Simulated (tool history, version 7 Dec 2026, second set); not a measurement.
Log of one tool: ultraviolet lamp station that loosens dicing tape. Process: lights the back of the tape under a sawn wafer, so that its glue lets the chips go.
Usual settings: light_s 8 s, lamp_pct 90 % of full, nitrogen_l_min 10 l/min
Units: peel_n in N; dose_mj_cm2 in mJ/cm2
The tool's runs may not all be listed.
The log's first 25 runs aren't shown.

| run | hour | light_s | lamp_pct | nitrogen_l_min | hours of work of the lamp | hours of work since the window was cleaned | peel_n | dose_mj_cm2 |
|---|---|---|---|---|---|---|---|---|
| 26 | 242.6 | 7 | 92 | 3 | 561 | 32 | 2.592 | 245 |
| 27 | 249.8 | 4 | 92 | 11 | 566 | 38 | 3.061 | 142 |
| 28 | 256.5 | 4 | 92 | 11 | 571 | 43 | 3.151 | 138 |
| 29 | 266.3 | 11 | 63 | 8 | 579 | 50 | 1.358 | 264 |
| 30 | 273.3 | 11 | 63 | 8 | 584 | 56 | 1.343 | 265 |
| 31 | 282.2 | 11 | 63 | 8 | 591 | 63 | 1.343 | 262 |
| 32 | 294 | 6 | 94 | 10 | 600 | 72 | 1.718 | 213 |
| 33 | 300.1 | 11 | 68 | 10 | 605 | 76 | 0.997 | 280 |
| 34 | 310.3 | 15 | 69 | 7 | 612 | 84 | 0.659 | 389 |
| 35 | 320.4 | 15 | 69 | 4 | 620 | 92 | 0.968 | 388 |
| 36 | 332.7 | 8 | 98 | 9 | 630 | 101 | 1.018 | 293 |
| 37 | 343.2 | 9 | 98 | 3 | 638 | 109 | 1.661 | 333 |
| 38 | 351.7 | 8 | 90 | 5 | 644 | 116 | 1.692 | 270 |
| 39 | 358.1 | 8 | 90 | 8 | 649 | 121 | 1.285 | 269 |
| 40 | 369.4 | 8 | 90 | 8 | 658 | 129 | 1.318 | 269 |
| 41 | 376.3 | 15 | 84 | 16 | 663 | 135 | 0.249 | 474 |
| 42 | 382.6 | 15 | 84 | 16 | 668 | 140 | 0.25 | 474 |
| 43 | 393.8 | 15 | 84 | 16 | 676 | 148 | 0.267 | 465 |

3 ways to go on from here, each from the tool as it stands after run 43. What would each give?
| A | 402 | 6 | 84 | 16 | 683 | 154 | ? | ? |
| B | 402 | 8 | 79 | 4 | 683 | 154 | ? | ? |
| C | 402 | 6 | 90 | 6 | 683 | 154 | ? | ? |

| run | peel_n | dose_mj_cm2 |
|---|---|---|
| A | 1.774 | 187 |
| B | 2.403 | 235 |
| C | 2.527 | 199 |
Without the tool's hidden state the same runs would have given:
| run | peel_n | dose_mj_cm2 |
|---|---|---|
| A | 1.383 | 216 |
| B | 1.944 | 270 |
| C | 2.051 | 229 |
